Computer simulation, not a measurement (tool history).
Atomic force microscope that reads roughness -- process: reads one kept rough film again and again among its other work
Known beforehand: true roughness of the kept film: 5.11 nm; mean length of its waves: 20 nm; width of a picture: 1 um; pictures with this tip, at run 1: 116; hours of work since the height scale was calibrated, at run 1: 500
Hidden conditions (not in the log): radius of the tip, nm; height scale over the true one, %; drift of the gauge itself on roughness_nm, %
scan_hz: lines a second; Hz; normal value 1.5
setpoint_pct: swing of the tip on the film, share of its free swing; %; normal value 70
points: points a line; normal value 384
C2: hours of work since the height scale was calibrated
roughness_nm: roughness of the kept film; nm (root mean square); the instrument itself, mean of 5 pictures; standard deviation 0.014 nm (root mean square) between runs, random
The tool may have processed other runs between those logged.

Run 1, hour 0: usual settings; pictures with this tip 116; C2 500. Result: roughness_nm 3.374 nm (root mean square).
Run 2, hour 8.9: usual settings but scan_hz 3.85 Hz; pictures with this tip 133; C2 506. Result: roughness_nm 2.974 nm (root mean square).
At hour 25.8: new tip fitted.
Run 3, hour 28.5: usual settings but scan_hz 3.85 Hz; pictures with this tip 6; C2 519. Result: roughness_nm 2.986 nm (root mean square).
Run 4, hour 43.4: usual settings but scan_hz 3.85 Hz; pictures with this tip 33; C2 529. Result: roughness_nm 2.992 nm (root mean square).
Run 5, hour 64.4: usual settings but scan_hz 3.85 Hz; pictures with this tip 73; C2 543. Result: roughness_nm 2.984 nm (root mean square).
Run 6, hour 84.4: usual settings; pictures with this tip 110; C2 556. Result: roughness_nm 3.398 nm (root mean square).
Run 7, hour 93.9: usual settings; pictures with this tip 128; C2 563. Result: roughness_nm 3.407 nm (root mean square).
Run 8, hour 107.7: usual settings but setpoint_pct 83 %; pictures with this tip 154; C2 572. Result: roughness_nm 3.109 nm (root mean square).
At hour 114: new tip fitted.
Run 9, hour 119.3: usual settings but setpoint_pct 83 %; pictures with this tip 9; C2 580. Result: roughness_nm 3.16 nm (root mean square).
Run 10, hour 132: usual settings but scan_hz 3.29 Hz; pictures with this tip 33; C2 588. Result: roughness_nm 3.059 nm (root mean square).
Run 11, hour 140.7: usual settings but scan_hz 1.99 Hz, setpoint_pct 82 %, points 617; pictures with this tip 50; C2 594. Result: roughness_nm 3.019 nm (root mean square).
Run 12, hour 157.4: usual settings but points 426; pictures with this tip 81; C2 605. Result: roughness_nm 3.404 nm (root mean square).
Run 13, hour 170.8: usual settings but scan_hz 1.31 Hz, setpoint_pct 58 %, points 970; pictures with this tip 106; C2 615. Result: roughness_nm 3.628 nm (root mean square).
Run 14, hour 180.3: usual settings but scan_hz 1.31 Hz, setpoint_pct 58 %, points 970; pictures with this tip 124; C2 621. Result: roughness_nm 3.645 nm (root mean square).

5 ways to go on from here, each from the tool as it stands after run 14. What would each give?
Run A, hour 193.9: usual settings but scan_hz 2.48 Hz, setpoint_pct 87 %, points 940; pictures with this tip 149; C2 630. Result: roughness_nm ?.
Run B, hour 193.9: usual settings but scan_hz 1.31 Hz, setpoint_pct 81 %, points 511; pictures with this tip 149; C2 630. Result: roughness_nm ?.
Run C, hour 193.9: usual settings but scan_hz 3.96 Hz, setpoint_pct 63 %, points 963; pictures with this tip 149; C2 630. Result: roughness_nm ?.
Run D, hour 193.9: usual settings but scan_hz 0.71 Hz, setpoint_pct 58 %, points 523; pictures with this tip 149; C2 630. Result: roughness_nm ?.
Run E, hour 193.9: usual settings but scan_hz 0.66 Hz, setpoint_pct 59 %, points 505; pictures with this tip 149; C2 630. Result: roughness_nm ?.

run  roughness_nm
  A         2.718
  B         3.261
  C         3.233
  D         3.657
  E         3.639
Take away the tool's hidden state, keep each run's random variation, and the runs would have read:
run  roughness_nm
  A         2.729
  B         3.274
  C         3.246
  D         3.672
  E         3.654
